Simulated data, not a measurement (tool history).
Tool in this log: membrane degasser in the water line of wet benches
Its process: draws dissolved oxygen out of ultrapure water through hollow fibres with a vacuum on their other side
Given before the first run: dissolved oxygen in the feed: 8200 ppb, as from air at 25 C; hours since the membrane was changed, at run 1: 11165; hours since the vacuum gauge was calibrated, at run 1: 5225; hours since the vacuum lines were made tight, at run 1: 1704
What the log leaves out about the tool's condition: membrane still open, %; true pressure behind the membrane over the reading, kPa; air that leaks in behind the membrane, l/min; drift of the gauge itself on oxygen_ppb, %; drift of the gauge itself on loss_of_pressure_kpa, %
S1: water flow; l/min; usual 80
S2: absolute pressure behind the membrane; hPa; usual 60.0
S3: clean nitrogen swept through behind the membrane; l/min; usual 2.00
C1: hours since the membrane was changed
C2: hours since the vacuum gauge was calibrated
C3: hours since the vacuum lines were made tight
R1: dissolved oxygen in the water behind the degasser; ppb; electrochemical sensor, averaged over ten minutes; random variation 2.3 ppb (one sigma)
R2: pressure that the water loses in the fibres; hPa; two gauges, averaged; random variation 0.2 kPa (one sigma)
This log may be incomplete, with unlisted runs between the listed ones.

run    hour   S1     S2    S3     C1    C2    C3      R1     R2
  1     0.0   80   60.0  2.00  11165  5225  1704   284.3  497.6
      164.9  -- membrane cartridge changed
  2   213.7   80   60.0  2.00     49  5434  1914   274.7  458.4
  3   454.3   80   60.0  2.00    289  5675  2154   274.4  459.3
  4   703.4   80   60.0  2.00    538  5924  2403   280.0  458.3
  5  1027.3   80   60.0  2.00    862  6248  2727   282.2  458.7
  6  1254.9   80   60.0  2.00   1090  6476  2955   279.8  461.7
  7  1557.7   80  126.9  2.00   1393  6778  3258   762.7  462.1
  8  1893.8   80  126.9  2.00   1729  7114  3594   777.9  463.8
  9  2180.9   80  126.9  2.00   2016  7402  3881   771.6  465.8
 10  2323.7   80  126.9  2.00   2159  7544  4024   783.7  461.8
 11  2502.8   80   60.0  2.00   2338  7724  4203   297.4  464.9
 12  2827.0   80   60.0  2.00   2662  8048  4527   295.4  462.0
 13  2988.7   80   60.0  2.00   2824  8209  4689   296.1  470.4
 14  3247.2  114   60.0  2.00   3082  8468  4947   425.9  669.1
     3284.3  -- vacuum gauge calibrated
 15  3504.1  114   60.0  2.00   3339   220  5204   346.0  670.6
 16  3774.7  114   60.0  2.00   3609   490  5474   350.4  671.9
 17  4023.1  114   86.5  2.00   3858   739  5723   599.0  670.9
 18  4360.1   58  105.5  1.72   4195  1076  6060   500.3  341.2
 19  4507.7   80   57.4  2.00   4342  1223  6207   226.1  469.6
 20  4795.7   80   78.3  0.81   4630  1511  6495   719.0  472.5
     4964.4  -- seals of the vacuum lines changed
 21  5106.9   58   95.4  0.81   4939  1821   142   767.0  345.3
 22  5418.6  124  120.5  1.66   5251  2132   454  1112.2  737.6
 23  5647.3  124  120.5  1.66   5480  2361   683  1150.9  742.7
 24  5977.3  124  120.5  1.66   5810  2691  1013  1107.8  745.8
 25  6194.4   80   60.0  2.20   6027  2908  1230   242.5  482.5
 26  6433.6   80   71.9  0.99   6266  3147  1469   580.2  482.3
 27  6576.5   75   51.2  1.25   6409  3290  1612   260.5  452.2
 28  6749.7  107   67.3  5.06   6582  3463  1785   229.6  646.7
 29  6948.5   80   46.8  5.06   6781  3662  1984    81.8  485.9
 30  7184.2   70   96.9  5.22   7017  3898  2220   222.4  423.0
 31  7392.4   80  117.4  1.10   7225  4106  2428  1018.9  485.8

For each run, the measured value with the value that run would have given without the tool's hidden condition subtracted. The run-to-run variation is shared by both, the gauge scatter possibly not:
run     R1     R2
  1  +52.9  +44.2
  2  +46.2   +0.1
  3  +48.0   +1.0
  4  +50.7   +1.9
  5  +53.4   +3.2
  6  +54.4   +4.0
  7  +52.1   +5.1
  8  +55.5   +6.3
  9  +57.0   +7.3
 10  +58.9   +7.8
 11  +66.3   +8.5
 12  +67.9   +9.9
 13  +69.2  +10.5
 14  +95.2  +16.2
 15  +10.4  +17.7
 16  +13.9  +19.1
 17  +15.6  +20.5
 18   +9.9  +11.4
 19  +14.1  +16.2
 20  +23.3  +17.5
 21  +23.1  +13.6
 22  +36.6  +31.0
 23  +41.0  +32.4
 24  +44.1  +34.6
 25  +27.2  +23.4
 26  +47.2  +24.3
 27  +42.5  +23.4
 28  +29.7  +34.3
 29  +19.0  +26.4
 30  +16.1  +23.8
 31  +49.0  +28.3
